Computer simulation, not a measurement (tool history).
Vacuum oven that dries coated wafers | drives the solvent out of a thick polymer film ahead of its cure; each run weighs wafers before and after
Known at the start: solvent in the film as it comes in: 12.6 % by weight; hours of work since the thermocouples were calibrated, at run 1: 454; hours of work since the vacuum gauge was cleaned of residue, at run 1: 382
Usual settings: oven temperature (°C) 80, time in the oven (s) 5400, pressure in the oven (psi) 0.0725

run,hour,oven temperature (°C),time in the oven (s),pressure in the oven (psi),hours of work since the thermocouples were calibrated,hours of work since the vacuum gauge was cleaned of residue,solvent left in the film (%)
1,0,80,5400,0.0725,454,382,2.42
2,83.6,80,5400,0.0725,498,426,2.45
3,186.2,80,5400,0.0725,552,480,2.56
4,265.6,80,5400,0.0725,594,521,2.44
5,326.5,80,5400,0.0725,626,553,2.59
6,421.3,80,5400,0.1517,676,603,2.95
7,465.1,77,5400,0.0725,699,626,3.06
8,527.1,77,5400,0.0725,732,659,3.13
9,624.5,80,5400,0.0495,783,710,2.46
10,727.5,80,5400,0.0725,837,764,2.5
11,775.9,80,5400,0.0725,862,790,2.63
12,871.9,80,5400,0.0725,913,840,2.57
13,971,80,5400,0.0725,965,892,2.83
14,1029.3,80,5400,0.0725,996,923,2.59
15,1073.6,68,5400,0.0725,1019,946,5.15
16,1173.1,68,5400,0.0869,1071,999,5.37
17,1225.8,68,5400,0.0869,1099,1026,5.25
18,1303.6,68,5400,0.0869,1140,1067,5.41
19,1377,68,5400,0.0869,1178,1106,5.31
20,1434.8,68,5760,0.0869,1209,1136,5.1
21,1514.8,80,5400,0.0725,1251,1178,2.74
22,1564,80,5400,0.0725,1277,1204,2.8
23,1618,80,5400,0.0725,1305,1233,2.73
# hour 1655.8: oven's thermocouples calibrated
24,1682.1,80,5400,0.0725,14,1265,2.59
25,1768.5,80,3120,0.0725,59,1311,4.42
26,1856.6,80,3120,0.0725,106,1357,4.39
27,1947.5,80,3120,0.0725,153,1405,4.53
28,2006.8,72,9660,0.1593,185,1436,2.93
29,2104,94,9660,0.1593,236,1487,0.75
30,2195.7,83,3000,0.0395,284,1535,3.84
31,2250.6,83,3000,0.0395,313,1564,3.95
32,2318.9,83,3000,0.0395,349,1600,3.97
33,2400,80,5400,0.0888,391,1643,2.85
34,2495.9,72,3840,0.0927,442,1693,5.53
35,2580.6,80,5400,0.2212,486,1738,3.47
36,2662.2,72,4200,0.0461,529,1781,5.06
37,2712.5,91,5400,0.2239,556,1807,1.76
38,2790.2,91,5400,0.2239,596,1848,1.69
39,2873.5,80,5880,0.0725,640,1892,2.56
40,2958.5,73,5400,0.0828,685,1936,4.25
41,3041.3,76,5400,0.0473,729,1980,3.55
42,3107.7,67,5400,0.1681,763,2015,6.12
43,3187.1,71,4320,0.1681,805,2057,5.91
44,3253.5,90,5400,0.1253,840,2091,1.56
45,3300.1,94,8520,0.0679,865,2116,0.6
46,3384.9,80,6720,0.0558,909,2161,2.2
47,3448.9,80,6720,0.1025,943,2194,2.33

Forecast each of these 3 alternatives for the next run:
A,3491.3,80,8340,0.1452,965,2217,?
B,3491.3,87,6720,0.0614,965,2217,?
C,3491.3,80,9480,0.1421,965,2217,?

run,solvent left in the film (%)
A,2.17
B,1.2
C,1.86
Without the tool's hidden state the same runs would have given:
run,solvent left in the film (%)
A,1.71
B,0.85
C,1.41
